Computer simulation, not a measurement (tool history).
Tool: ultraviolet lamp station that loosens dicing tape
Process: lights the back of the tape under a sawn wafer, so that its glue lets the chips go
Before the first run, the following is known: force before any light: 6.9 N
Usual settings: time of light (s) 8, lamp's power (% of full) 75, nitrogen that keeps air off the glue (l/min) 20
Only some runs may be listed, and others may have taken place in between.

run,hour,time of light (s),lamp's power (% of full),nitrogen that keeps air off the glue (l/min),force that peels the tape off (N),light that reached the tape (mJ/cm2)
1,0.0,8,75,20,1.292,332
2,45.5,8,75,20,1.328,330
3,78.6,8,75,34,0.934,323
4,156.8,8,75,34,0.991,321
5,230.6,8,75,34,1.021,305
6,265.6,8,75,34,1.033,311
7,325.6,8,75,34,1.072,300
8,373.4,5,75,20,2.582,187
9,451.3,8,75,40,1.043,287
# hour 508.4: window cleaned of glue's vapour
10,514.2,8,75,40,0.893,326
11,552.0,8,75,24,1.191,318
12,595.4,8,75,24,1.211,316
13,651.2,8,75,24,1.237,309
14,712.8,8,75,24,1.312,308
15,750.8,8,82,24,1.133,328
16,822.2,8,82,24,1.177,325
17,881.9,8,82,12,1.768,315
18,933.6,13,75,20,0.689,453
19,976.0,6,75,17,2.533,212
20,1033.8,6,75,17,2.500,208
21,1089.8,6,75,17,2.535,202
22,1127.4,8,81,20,1.512,287
23,1163.4,9,81,20,1.319,320
24,1236.2,7,71,22,2.186,214
25,1273.1,7,71,22,2.213,212
26,1336.5,10,99,20,0.877,411
27,1381.4,13,95,20,0.611,503
# hour 1439.8: lamp changed
28,1443.7,8,75,8,1.917,355
# hour 1473.4: window cleaned of glue's vapour
29,1502.3,8,75,8,1.610,400
30,1553.5,8,75,8,1.687,402

Predict the results of run 31:
31,1614.4,9,71,20,?,?

force that peels the tape off (N): 0.860
light that reached the tape (mJ/cm2): 411
Take away the tool's hidden state, keep the run-to-run variation as it was, and the same run would have given force that peels the tape off (N) 0.786, light that reached the tape (mJ/cm2) 432.

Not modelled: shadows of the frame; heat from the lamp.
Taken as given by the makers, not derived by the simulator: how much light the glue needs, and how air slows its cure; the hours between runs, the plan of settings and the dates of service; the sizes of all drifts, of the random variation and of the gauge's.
